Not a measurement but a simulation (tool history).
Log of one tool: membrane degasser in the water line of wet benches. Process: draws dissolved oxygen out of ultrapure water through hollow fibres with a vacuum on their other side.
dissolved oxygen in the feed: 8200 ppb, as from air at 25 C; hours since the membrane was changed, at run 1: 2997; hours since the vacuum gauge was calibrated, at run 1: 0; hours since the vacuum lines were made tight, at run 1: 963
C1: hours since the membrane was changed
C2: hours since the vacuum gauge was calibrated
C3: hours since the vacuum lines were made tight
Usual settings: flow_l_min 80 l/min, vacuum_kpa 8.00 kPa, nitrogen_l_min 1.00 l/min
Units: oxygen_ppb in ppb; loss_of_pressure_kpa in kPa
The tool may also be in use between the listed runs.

Run 1, hour 0.0: usual settings; C1 2997; C2 0; C3 963. Result: oxygen_ppb 613.3 ppb, loss_of_pressure_kpa 38.02 kPa.
Run 2, hour 122.4: usual settings but flow_l_min 87 l/min; C1 3120; C2 122; C3 1085. Result: oxygen_ppb 648.5 ppb, loss_of_pressure_kpa 41.28 kPa.
Run 3, hour 249.7: usual settings but flow_l_min 87 l/min; C1 3247; C2 250; C3 1212. Result: oxygen_ppb 650.0 ppb, loss_of_pressure_kpa 42.08 kPa.
Run 4, hour 380.5: usual settings but flow_l_min 87 l/min; C1 3378; C2 381; C3 1343. Result: oxygen_ppb 647.6 ppb, loss_of_pressure_kpa 41.76 kPa.
Run 5, hour 516.4: usual settings but flow_l_min 87 l/min; C1 3514; C2 516; C3 1479. Result: oxygen_ppb 652.4 ppb, loss_of_pressure_kpa 41.45 kPa.
Run 6, hour 581.6: usual settings but flow_l_min 87 l/min; C1 3579; C2 582; C3 1544. Result: oxygen_ppb 650.6 ppb, loss_of_pressure_kpa 42.10 kPa.
Run 7, hour 653.8: usual settings but flow_l_min 87 l/min; C1 3651; C2 654; C3 1616. Result: oxygen_ppb 652.4 ppb, loss_of_pressure_kpa 41.77 kPa.
Run 8, hour 727.9: usual settings but flow_l_min 87 l/min; C1 3725; C2 728; C3 1691. Result: oxygen_ppb 649.0 ppb, loss_of_pressure_kpa 42.16 kPa.
Run 9, hour 799.5: usual settings but flow_l_min 87 l/min; C1 3797; C2 799; C3 1762. Result: oxygen_ppb 648.4 ppb, loss_of_pressure_kpa 41.49 kPa.
Run 10, hour 946.3: usual settings but flow_l_min 87 l/min; C1 3944; C2 946; C3 1909. Result: oxygen_ppb 648.4 ppb, loss_of_pressure_kpa 41.78 kPa.
Run 11, hour 1016.1: usual settings; C1 4013; C2 1016; C3 1979. Result: oxygen_ppb 610.3 ppb, loss_of_pressure_kpa 38.50 kPa.
Run 12, hour 1139.1: usual settings; C1 4136; C2 1139; C3 2102. Result: oxygen_ppb 614.2 ppb, loss_of_pressure_kpa 38.79 kPa.
Run 13, hour 1255.1: usual settings; C1 4252; C2 1255; C3 2218. Result: oxygen_ppb 612.9 ppb, loss_of_pressure_kpa 38.91 kPa.
Run 14, hour 1392.2: usual settings; C1 4389; C2 1392; C3 2355. Result: oxygen_ppb 613.2 ppb, loss_of_pressure_kpa 38.63 kPa.
Run 15, hour 1536.8: usual settings but vacuum_kpa 14.98 kPa; C1 4534; C2 1537; C3 2499. Result: oxygen_ppb 1389.1 ppb, loss_of_pressure_kpa 38.93 kPa.
Run 16, hour 1644.9: usual settings but flow_l_min 98 l/min; C1 4642; C2 1645; C3 2607. Result: oxygen_ppb 705.5 ppb, loss_of_pressure_kpa 47.51 kPa.
Run 17, hour 1713.8: usual settings but flow_l_min 60 l/min, nitrogen_l_min 0.47 l/min; C1 4711; C2 1714; C3 2676. Result: oxygen_ppb 804.5 ppb, loss_of_pressure_kpa 29.30 kPa.
Run 18, hour 1842.0: usual settings but flow_l_min 111 l/min, vacuum_kpa 6.45 kPa, nitrogen_l_min 0.54 l/min; C1 4839; C2 1842; C3 2805. Result: oxygen_ppb 730.3 ppb, loss_of_pressure_kpa 53.97 kPa.
Run 19, hour 1927.7: usual settings but flow_l_min 111 l/min, vacuum_kpa 6.45 kPa, nitrogen_l_min 0.54 l/min; C1 4925; C2 1928; C3 2890. Result: oxygen_ppb 728.6 ppb, loss_of_pressure_kpa 54.07 kPa.
Run 20, hour 1993.8: usual settings but flow_l_min 59 l/min, vacuum_kpa 8.92 kPa, nitrogen_l_min 0.61 l/min; C1 4991; C2 1994; C3 2956. Result: oxygen_ppb 806.2 ppb, loss_of_pressure_kpa 28.80 kPa.
Run 21, hour 2132.0: usual settings but flow_l_min 53 l/min, vacuum_kpa 8.52 kPa, nitrogen_l_min 0.91 l/min; C1 5129; C2 2132; C3 3095. Result: oxygen_ppb 542.0 ppb, loss_of_pressure_kpa 26.11 kPa.
Run 22, hour 2194.4: usual settings but flow_l_min 53 l/min, vacuum_kpa 8.52 kPa, nitrogen_l_min 0.91 l/min; C1 5192; C2 2194; C3 3157. Result: oxygen_ppb 542.0 ppb, loss_of_pressure_kpa 25.77 kPa.
Run 23, hour 2318.3: usual settings but flow_l_min 73 l/min, vacuum_kpa 7.70 kPa, nitrogen_l_min 1.01 l/min; C1 5316; C2 2318; C3 3281. Result: oxygen_ppb 537.5 ppb, loss_of_pressure_kpa 35.66 kPa.
Run 24, hour 2463.9: usual settings but flow_l_min 87 l/min, vacuum_kpa 7.70 kPa, nitrogen_l_min 2.24 l/min; C1 5461; C2 2464; C3 3426. Result: oxygen_ppb 349.4 ppb, loss_of_pressure_kpa 42.56 kPa.
Run 25, hour 2534.7: usual settings but flow_l_min 87 l/min, vacuum_kpa 7.70 kPa, nitrogen_l_min 2.24 l/min; C1 5532; C2 2535; C3 3497. Result: oxygen_ppb 350.1 ppb, loss_of_pressure_kpa 42.50 kPa.
Run 26, hour 2682.1: usual settings but flow_l_min 101 l/min, vacuum_kpa 10.00 kPa, nitrogen_l_min 2.71 l/min; C1 5679; C2 2682; C3 3645. Result: oxygen_ppb 509.3 ppb, loss_of_pressure_kpa 49.41 kPa.
Run 27, hour 2760.9: usual settings but vacuum_kpa 5.12 kPa; C1 5758; C2 2761; C3 3723. Result: oxygen_ppb 257.0 ppb, loss_of_pressure_kpa 39.01 kPa.
At hour 2803.6: gauge calibrated.
Run 28, hour 2853.1: usual settings but flow_l_min 123 l/min, vacuum_kpa 17.30 kPa, nitrogen_l_min 0.62 l/min; C1 5850; C2 2853; C3 3816. Result: oxygen_ppb 2622.0 ppb, loss_of_pressure_kpa 58.82 kPa.

How the hidden state differs across the entries between the runs, from the last listed run before each to the first after it:
Between runs 27 and 28: gauge calibrated (hour 2803.6)
  drift of the gauge itself on loss_of_pressure_kpa, %: 2.67 -> 0.05
  measured less the result without the state, loss_of_pressure_kpa: +1.05 -> +0.06 kPa

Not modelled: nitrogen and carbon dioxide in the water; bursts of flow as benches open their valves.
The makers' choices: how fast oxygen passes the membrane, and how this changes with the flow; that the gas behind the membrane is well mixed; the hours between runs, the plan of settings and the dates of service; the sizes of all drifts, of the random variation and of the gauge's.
